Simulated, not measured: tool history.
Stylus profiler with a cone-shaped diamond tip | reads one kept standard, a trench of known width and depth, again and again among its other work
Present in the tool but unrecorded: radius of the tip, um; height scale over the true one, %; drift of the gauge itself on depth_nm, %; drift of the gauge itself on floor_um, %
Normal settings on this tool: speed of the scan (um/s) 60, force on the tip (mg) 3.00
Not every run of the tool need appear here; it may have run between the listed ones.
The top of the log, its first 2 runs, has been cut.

run	day	speed of the scan (um/s)	force on the tip (mg)	scans with this tip	hours of work since the height scale was calibrated	depth of the trench (angstrom)	width of the trench's floor (µm)
3	0.992	60	6.73	1401	209	1014.0	98.49
4	1.446	93	3.00	1437	214	1008.1	98.15
5	2.275	93	3.00	1503	224	1007.9	98.18
6	3.138	93	3.00	1572	234	1005.9	98.16
7	3.746	93	3.00	1621	241	1007.3	98.19
8	4.600	93	3.00	1689	251	1006.6	98.19
9	5.071	93	3.00	1726	257	1007.7	98.18
10	5.558	93	7.75	1765	263	1015.7	98.35
11	6.262	93	7.75	1821	271	1015.7	98.37
12	6.812	93	7.75	1865	278	1014.6	98.37
13	7.575	93	7.75	1926	287	1012.8	98.44
14	8.088	93	7.75	1967	293	1011.7	98.32
15	9.075	60	3.00	2045	304	1005.9	98.37
16	9.808	60	3.00	2104	313	1005.0	98.34
17	10.512	60	3.00	2160	322	1006.9	98.37
18	11.058	24	3.00	2204	328	1004.8	98.56
19	11.783	207	3.00	2262	337	1005.6	97.58
20	12.329	207	3.00	2305	343	1005.7	97.50
21	12.912	207	3.00	2352	350	1006.2	97.52
22	14.012	43	3.00	2439	363	1006.0	98.47
23	14.629	24	3.00	2489	370	1006.2	98.57
24	15.583	21	2.77	2564	382	1006.8	98.53
25	16.562	46	3.00	2643	393	1006.1	98.43
26	17.167	46	3.00	2691	401	1004.2	98.39

Run 27 is up next; what results do you expect?
27	17.658	39	1.10	2730	406	?	?

{"run 27": {"depth of the trench (angstrom)": 1002.1, "width of the trench's floor (µm)": 98.34}}
Had the tool carried no hidden state, the very same run would have given depth of the trench (angstrom) 1003.5, width of the trench's floor (µm) 98.41.
